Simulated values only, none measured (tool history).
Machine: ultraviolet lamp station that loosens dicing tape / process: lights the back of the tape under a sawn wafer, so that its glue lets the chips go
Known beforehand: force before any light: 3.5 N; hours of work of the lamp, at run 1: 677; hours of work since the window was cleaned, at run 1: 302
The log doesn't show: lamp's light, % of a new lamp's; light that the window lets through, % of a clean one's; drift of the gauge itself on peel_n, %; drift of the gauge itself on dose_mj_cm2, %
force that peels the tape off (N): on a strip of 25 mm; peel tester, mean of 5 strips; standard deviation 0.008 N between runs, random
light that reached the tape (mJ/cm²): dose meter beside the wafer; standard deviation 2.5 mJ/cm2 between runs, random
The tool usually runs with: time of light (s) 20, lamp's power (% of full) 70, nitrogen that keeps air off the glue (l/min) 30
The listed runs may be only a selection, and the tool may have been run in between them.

run    hour  time of light (s)  lamp's power (% of full)  nitrogen that keeps air off the glue (l/min)  hours of work of the lamp  hours of work since the window was cleaned  force that peels the tape off (N)  light that reached the tape (mJ/cm²)
  1     0.0                 20                        70                                            30                        677                                         302                              0.613                                   183
  2    27.8                 20                        70                                            30                        691                                         315                              0.630                                   179
  3    50.0                 26                        70                                            30                        702                                         326                              0.433                                   231
  4    71.5                 20                        79                                            30                        712                                         337                              0.563                                   199
       82.4  -- window cleaned of glue's vapour
  5    89.8                 20                        79                                            30                        721                                           4                              0.635                                   183
  6   128.0                 20                        70                                            28                        740                                          22                              0.788                                   161
  7   145.3                 20                        70                                            30                        748                                          31                              0.742                                   157
  8   173.1                 20                        70                                            30                        762                                          44                              0.794                                   157
  9   196.0                 20                        70                                            30                        773                                          56                              0.757                                   150
 10   217.8                 20                        70                                            30                        784                                          66                              0.773                                   149
 11   243.6                 20                        70                                            13                        797                                          79                              1.202                                   151
 12   269.1                 20                        70                                            13                        809                                          92                              1.252                                   147
      276.1  -- window cleaned of glue's vapour, once more
 13   286.8                 20                        70                                            13                        818                                           5                              0.899                                   191
 14   306.9                 20                        70                                            13                        827                                          15                              0.962                                   191
 15   343.3                 20                        70                                            50                        845                                          33                              0.431                                   185
 16   364.9                 15                        70                                            50                        856                                          44                              0.686                                   137
 17   385.0                 20                        70                                            14                        866                                          53                              0.934                                   181
 18   420.2                 17                        70                                            30                        883                                          71                              0.772                                   152
 19   450.4                 17                        70                                            30                        898                                          85                              0.806                                   150
 20   483.5                 24                        70                                            30                        914                                         102                              0.499                                   209
 21   515.8                 24                        70                                            30                        930                                         118                              0.514                                   203
 22   545.6                 24                        88                                            30                        944                                         132                              0.388                                   249
 23   579.9                 15                        86                                            30                        961                                         149                              0.766                                   151
 24   597.6                 15                        92                                            22                        970                                         158                              0.874                                   159
 25   626.4                 15                        92                                            22                        984                                         172                              0.864                                   158
 26   657.5                 11                        79                                             9                        999                                         187                              1.906                                    96
      692.1  -- lamp changed
 27   693.2                 17                        87                                            22                          1                                         204                              0.396                                   276
 28   715.8                 17                        87                                            22                         12                                         215                              0.404                                   274
 29   750.6                 20                        92                                            30                         29                                         232                              0.255                                   336
 30   771.9                 24                        70                                            30                         39                                         243                              0.290                                   306
 31   808.2                 20                        70                                            12                         57                                         260                              0.693                                   248
 32   826.0                 11                        89                                            20                         66                                         269                              0.842                                   175
 33   845.5                 13                        83                                            20                         75                                         279                              0.753                                   185
 34   883.2                 13                        83                                            20                         94                                         297                              0.754                                   188
 35   906.9                 13                        83                                            20                        105                                         309                              0.729                                   184
 36   931.2                 11                        83                                            20                        117                                         321                              0.964                                   158
 37   954.0                 17                        85                                            30                        128                                         332                              0.406                                   244
      974.9  -- window cleaned of glue's vapour
 38   992.9                 12                        85                                            43                        147                                           9                              0.434                                   197
 39  1027.9                 12                        67                                            31                        164                                          26                              0.774                                   149

Predict each of these 4 candidate next runs independently; none follows another, all start after run 39:
  A  1050.9                 14                        76                                            31                        176                                          37                                  ?                                     ?
  B  1050.9                 19                        67                                            31                        176                                          37                                  ?                                     ?
  C  1050.9                 20                        70                                            35                        176                                          37                                  ?                                     ?
  D  1050.9                 29                        70                                            30                        176                                          37                                  ?                                     ?

run  force that peels the tape off (N)  light that reached the tape (mJ/cm²)
  A                              0.522                                   199
  B                              0.408                                   236
  C                              0.319                                   261
  D                              0.221                                   383
Had the tool no hidden state, the same runs would have come out as:
run  force that peels the tape off (N)  light that reached the tape (mJ/cm²)
  A                              0.450                                   220
  B                              0.354                                   261
  C                              0.281                                   288
  D                              0.206                                   423
